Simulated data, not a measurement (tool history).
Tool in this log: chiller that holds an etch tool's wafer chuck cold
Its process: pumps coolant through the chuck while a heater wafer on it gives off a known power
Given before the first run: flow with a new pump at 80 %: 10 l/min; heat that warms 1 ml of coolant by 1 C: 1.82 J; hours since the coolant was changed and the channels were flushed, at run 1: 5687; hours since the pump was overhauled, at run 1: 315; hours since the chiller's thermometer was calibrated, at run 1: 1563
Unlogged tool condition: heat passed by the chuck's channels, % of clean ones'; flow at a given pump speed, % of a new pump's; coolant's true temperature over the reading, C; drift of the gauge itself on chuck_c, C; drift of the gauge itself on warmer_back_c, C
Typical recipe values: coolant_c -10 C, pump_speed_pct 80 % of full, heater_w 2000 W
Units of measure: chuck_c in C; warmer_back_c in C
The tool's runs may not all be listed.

run	hour	coolant_c	pump_speed_pct	heater_w	hours since the coolant was changed and the channels were flushed	hours since the pump was overhauled	hours since the chiller's thermometer was calibrated	chuck_c	warmer_back_c
1	0	-10	80	2000	5687	315	1563	4.7	6.64
2	50.9	-10	80	2000	5738	366	1614	4.9	6.76
3	104.5	-10	80	2000	5791	420	1667	4.7	6.72
4	133.9	-10	80	2000	5821	449	1697	4.8	6.68
5	160.8	-10	80	2000	5848	476	1724	5.1	6.65
6	199.2	-10	80	2000	5886	514	1762	4.8	6.68
7	232.8	-10	89	2000	5920	548	1795	3.6	5.99
8	268.3	-10	89	2000	5955	583	1831	3.8	5.99
9	321.7	-14	80	2000	6009	637	1884	1	6.73
10	366.7	-14	80	2000	6054	682	1929	0.8	6.77
# hour 376.5: coolant pump overhauled
11	427.5	-10	80	2000	6109	51	1985	5	6.79
12	462.2	-9	94	2705	6144	86	2020	8.8	7.79
# hour 510.5: chiller's thermometer calibrated
13	523.1	-4	61	1053	6204	146	13	6.3	4.79
14	580.7	-8	73	2035	6262	203	70	8.9	7.7
15	607.6	-8	88	2035	6289	230	97	6.6	6.26
# hour 648.7: coolant pump overhauled, once more
16	674.4	-8	88	2035	6350	26	159	6.3	6.13
17	719.4	-19	69	1468	6395	71	204	-6.6	5.71
18	781.5	-7	91	1187	6457	133	266	0.9	3.46
19	826	-7	80	2084	6502	177	311	8.9	6.97
20	886.9	-10	92	1435	6563	238	371	-0.2	4.13
21	918.9	-10	69	2000	6595	270	403	7.4	7.8
22	968.1	-10	69	2000	6644	319	453	7.3	7.86

Below are 3 alternative next runs, each starting from the tool's condition after run 22. Predict each:
A	1002.4	-19	81	1207	6678	354	487	?	?
B	1002.4	-6	82	2028	6678	354	487	?	?
C	1002.4	-14	69	1725	6678	354	487	?	?

run	chuck_c	warmer_back_c
A	-9.8	4.05
B	9.2	6.64
C	0.9	6.8
What these runs would have given with no unlogged condition in the tool:
run	chuck_c	warmer_back_c
A	-11	4
B	7.2	6.56
C	-1	6.71
